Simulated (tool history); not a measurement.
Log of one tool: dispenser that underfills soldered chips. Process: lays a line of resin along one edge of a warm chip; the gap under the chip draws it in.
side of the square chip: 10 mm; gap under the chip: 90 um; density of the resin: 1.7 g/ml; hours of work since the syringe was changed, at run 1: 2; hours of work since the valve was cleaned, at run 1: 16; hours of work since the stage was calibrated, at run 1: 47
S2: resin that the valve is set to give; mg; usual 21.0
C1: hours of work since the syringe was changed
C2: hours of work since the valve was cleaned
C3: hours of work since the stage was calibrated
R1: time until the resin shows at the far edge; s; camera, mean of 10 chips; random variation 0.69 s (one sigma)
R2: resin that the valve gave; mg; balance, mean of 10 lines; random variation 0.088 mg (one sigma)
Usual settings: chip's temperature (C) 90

{"run": 1, "hour": 0.0, "chip's temperature (C)": 90, "S2": 21.0, "C1": 2, "C2": 16, "C3": 47, "R1": 67.3, "R2": 20.98}
{"run": 2, "hour": 6.9, "chip's temperature (C)": 90, "S2": 21.0, "C1": 6, "C2": 21, "C3": 52, "R1": 79.4, "R2": 20.83}
{"hour": 8.0, "done": "new syringe of resin"}
{"hour": 19.1, "done": "new syringe of resin"}
{"run": 3, "hour": 19.5, "chip's temperature (C)": 104, "S2": 21.0, "C1": 0, "C2": 28, "C3": 59, "R1": 41.4, "R2": 20.84}
{"run": 4, "hour": 27.2, "chip's temperature (C)": 104, "S2": 21.0, "C1": 5, "C2": 33, "C3": 64, "R1": 50.9, "R2": 20.58}
{"hour": 30.3, "done": "new syringe of resin"}
{"run": 5, "hour": 38.0, "chip's temperature (C)": 104, "S2": 21.0, "C1": 5, "C2": 40, "C3": 70, "R1": 49.0, "R2": 20.56}
{"hour": 41.4, "done": "new syringe of resin"}
{"run": 6, "hour": 47.4, "chip's temperature (C)": 104, "S2": 21.0, "C1": 4, "C2": 45, "C3": 76, "R1": 47.8, "R2": 20.67}
{"hour": 52.8, "done": "new syringe of resin"}
{"run": 7, "hour": 56.3, "chip's temperature (C)": 90, "S2": 21.0, "C1": 2, "C2": 51, "C3": 81, "R1": 67.6, "R2": 20.45}
{"hour": 63.7, "done": "new syringe of resin"}
{"run": 8, "hour": 67.3, "chip's temperature (C)": 90, "S2": 21.0, "C1": 2, "C2": 57, "C3": 88, "R1": 66.0, "R2": 20.42}
{"hour": 74.9, "done": "new syringe of resin"}
{"run": 9, "hour": 76.2, "chip's temperature (C)": 90, "S2": 21.0, "C1": 1, "C2": 63, "C3": 93, "R1": 63.7, "R2": 20.45}
{"run": 10, "hour": 81.6, "chip's temperature (C)": 90, "S2": 21.0, "C1": 4, "C2": 66, "C3": 97, "R1": 72.3, "R2": 20.43}
{"hour": 86.0, "done": "new syringe of resin"}
{"run": 11, "hour": 94.2, "chip's temperature (C)": 90, "S2": 21.0, "C1": 5, "C2": 74, "C3": 104, "R1": 75.8, "R2": 20.48}
{"hour": 97.3, "done": "new syringe of resin"}
{"run": 12, "hour": 106.5, "chip's temperature (C)": 90, "S2": 21.0, "C1": 6, "C2": 81, "C3": 112, "R1": 77.6, "R2": 20.39}
{"hour": 108.3, "done": "new syringe of resin"}
{"run": 13, "hour": 112.7, "chip's temperature (C)": 90, "S2": 26.5, "C1": 3, "C2": 85, "C3": 116, "R1": 65.5, "R2": 25.67}
{"hour": 119.4, "done": "new syringe of resin"}
{"run": 14, "hour": 123.1, "chip's temperature (C)": 90, "S2": 26.5, "C1": 2, "C2": 91, "C3": 122, "R1": 64.1, "R2": 25.76}
{"run": 15, "hour": 128.8, "chip's temperature (C)": 90, "S2": 26.5, "C1": 6, "C2": 95, "C3": 125, "R1": 73.1, "R2": 25.63}
{"hour": 130.6, "done": "new syringe of resin"}
{"run": 16, "hour": 138.3, "chip's temperature (C)": 90, "S2": 26.5, "C1": 5, "C2": 100, "C3": 131, "R1": 70.9, "R2": 25.67}
{"hour": 141.9, "done": "new syringe of resin"}
{"run": 17, "hour": 146.6, "chip's temperature (C)": 90, "S2": 26.5, "C1": 3, "C2": 105, "C3": 136, "R1": 65.9, "R2": 25.61}
{"hour": 153.8, "done": "new syringe of resin"}
{"hour": 154.8, "done": "dispensing valve cleaned and set on the balance"}
{"run": 18, "hour": 155.8, "chip's temperature (C)": 77, "S2": 18.4, "C1": 1, "C2": 1, "C3": 141, "R1": 97.8, "R2": 18.4}
{"hour": 165.9, "done": "new syringe of resin"}
{"run": 19, "hour": 168.4, "chip's temperature (C)": 88, "S2": 25.6, "C1": 2, "C2": 8, "C3": 149, "R1": 66.7, "R2": 25.53}
{"hour": 177.7, "done": "new syringe of resin"}
{"run": 20, "hour": 180.8, "chip's temperature (C)": 104, "S2": 19.1, "C1": 2, "C2": 16, "C3": 156, "R1": 44.0, "R2": 18.99}
{"hour": 188.4, "done": "new syringe of resin"}
{"run": 21, "hour": 188.4, "chip's temperature (C)": 83, "S2": 19.6, "C1": 0, "C2": 20, "C3": 161, "R1": 76.2, "R2": 19.54}
{"run": 22, "hour": 193.9, "chip's temperature (C)": 83, "S2": 24.3, "C1": 3, "C2": 24, "C3": 164, "R1": 83.8, "R2": 24.15}
{"hour": 200.0, "done": "new syringe of resin"}
{"run": 23, "hour": 200.1, "chip's temperature (C)": 81, "S2": 18.3, "C1": 0, "C2": 27, "C3": 168, "R1": 84.3, "R2": 18.12}
{"hour": 211.3, "done": "new syringe of resin"}
{"run": 24, "hour": 211.8, "chip's temperature (C)": 97, "S2": 24.3, "C1": 0, "C2": 35, "C3": 175, "R1": 49.6, "R2": 23.98}
{"hour": 222.2, "done": "new syringe of resin"}
{"run": 25, "hour": 223.3, "chip's temperature (C)": 78, "S2": 25.1, "C1": 1, "C2": 41, "C3": 182, "R1": 87.1, "R2": 24.8}
{"run": 26, "hour": 231.5, "chip's temperature (C)": 105, "S2": 22.9, "C1": 6, "C2": 47, "C3": 187, "R1": 48.4, "R2": 22.53}
{"hour": 233.2, "done": "new syringe of resin"}
{"run": 27, "hour": 242.8, "chip's temperature (C)": 105, "S2": 22.9, "C1": 6, "C2": 53, "C3": 194, "R1": 49.7, "R2": 22.44}
{"hour": 244.7, "done": "new syringe of resin"}
{"run": 28, "hour": 249.5, "chip's temperature (C)": 99, "S2": 23.8, "C1": 3, "C2": 57, "C3": 198, "R1": 53.1, "R2": 23.41}

Forecast run 29:
{"hour": 255.6, "done": "new syringe of resin"}
{"run": 29, "hour": 258.6, "chip's temperature (C)": 81, "S2": 21.0, "C1": 2, "C2": 63, "C3": 203, "R1": "?", "R2": "?"}

R1: 85.7 s
R2: 20.27 mg
Without the tool's hidden state the same run would have given R1 82.0 s, R2 20.76 mg.
